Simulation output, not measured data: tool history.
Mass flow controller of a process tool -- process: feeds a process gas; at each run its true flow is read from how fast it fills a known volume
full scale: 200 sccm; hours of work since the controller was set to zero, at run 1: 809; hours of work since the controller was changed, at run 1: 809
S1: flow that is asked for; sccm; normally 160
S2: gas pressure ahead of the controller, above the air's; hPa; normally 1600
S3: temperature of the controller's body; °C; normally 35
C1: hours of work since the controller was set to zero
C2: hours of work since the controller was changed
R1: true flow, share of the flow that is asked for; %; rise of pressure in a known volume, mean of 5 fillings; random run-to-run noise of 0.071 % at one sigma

run,hour,S1,S2,S3,C1,C2,R1
1,0.0,160,1600,35,809,809,100.46
2,70.7,160,1600,35,832,832,100.50
3,145.3,160,1600,35,856,856,100.58
4,208.3,160,1600,35,877,877,100.36
5,280.6,160,1600,33,900,900,100.24
6,348.6,160,1600,33,922,922,100.20
7,431.3,160,1600,33,949,949,100.00
8,509.4,160,1600,33,974,974,100.03
9,591.8,160,1600,39,1001,1001,100.57
10,629.9,47,1600,39,1014,1014,99.74
11,678.8,160,1600,35,1029,1029,100.10
12,735.1,160,1600,35,1048,1048,100.18
13,798.8,160,1600,35,1068,1068,100.09
14,852.1,37,1600,35,1086,1086,99.28
15,893.6,141,2440,32,1099,1099,100.13
16,958.9,198,1600,35,1120,1120,100.21
17,1029.1,71,2200,35,1143,1143,99.66
18,1106.7,71,2200,35,1168,1168,99.68
19,1157.7,91,1600,26,1185,1185,98.41
20,1216.4,160,1830,28,1204,1204,99.21
21,1268.6,160,2680,36,1221,1221,100.55
22,1316.8,196,1780,30,1237,1237,99.50
23,1376.5,110,2430,31,1256,1256,99.33
24,1435.5,21,1660,28,1275,1275,98.00
25,1519.4,21,1660,28,1302,1302,97.89

Same runs, no hidden state in the tool, same run-to-run variation:
What the log doesn't record here: flow at rest that the sensor doesn't see, % of full scale; true flow over the shown one, %; drift of the gauge itself on true_pct, %.
run,R1
1,100.46
2,100.55
3,100.67
4,100.48
5,100.41
6,100.41
7,100.26
8,100.34
9,100.93
10,100.13
11,100.51
12,100.62
13,100.57
14,99.79
15,100.67
16,100.79
17,100.29
18,100.35
19,99.10
20,99.94
21,101.32
22,100.29
23,100.16
24,98.86
25,98.81

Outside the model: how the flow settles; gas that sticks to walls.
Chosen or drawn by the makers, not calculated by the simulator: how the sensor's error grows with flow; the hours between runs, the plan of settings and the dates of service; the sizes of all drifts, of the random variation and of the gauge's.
